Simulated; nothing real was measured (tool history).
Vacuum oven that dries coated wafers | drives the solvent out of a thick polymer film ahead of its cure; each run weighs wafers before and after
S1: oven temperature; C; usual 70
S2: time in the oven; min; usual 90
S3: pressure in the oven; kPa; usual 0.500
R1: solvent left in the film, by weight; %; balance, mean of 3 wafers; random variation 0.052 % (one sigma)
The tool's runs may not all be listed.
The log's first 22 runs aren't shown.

run	hour	S1	S2	S3	R1
23	570.6	70	90	0.302	1.40
24	591.2	70	90	0.302	1.38
25	624.9	70	90	0.302	1.31
26	653.3	70	90	0.302	1.34
# hour 674.4: oven's thermocouples calibrated
27	681.6	70	90	0.302	1.39
28	697.2	70	90	0.302	1.32
29	718.9	70	90	0.302	1.36
30	752.0	70	90	0.302	1.42
31	786.7	70	103	0.470	1.11
32	823.4	57	49	0.500	10.22
33	841.3	70	110	0.568	1.05
34	862.1	70	110	0.568	0.86
35	878.2	70	110	0.568	0.99
36	898.0	72	68	0.450	2.04
37	926.7	58	68	1.595	8.31
38	960.5	59	62	0.316	7.74
39	990.9	58	90	0.500	5.69
40	1006.6	62	80	0.681	4.93
41	1024.9	71	90	0.500	1.32
42	1052.6	79	88	1.786	0.82
43	1084.7	65	88	1.786	3.74
44	1105.2	80	94	0.258	0.12
45	1126.1	67	45	0.500	6.41
46	1153.7	77	72	1.592	1.16
47	1186.2	77	72	1.592	1.29

Forecast each of these 3 alternatives for the next run:
A	1217.3	77	73	0.319	?
B	1217.3	77	148	1.592	?
C	1217.3	70	140	0.500	?

run	R1
A	0.86
B	0.60
C	0.47
Without the tool's hidden state the same runs would have given:
run	R1
A	0.86
B	0.60
C	0.47
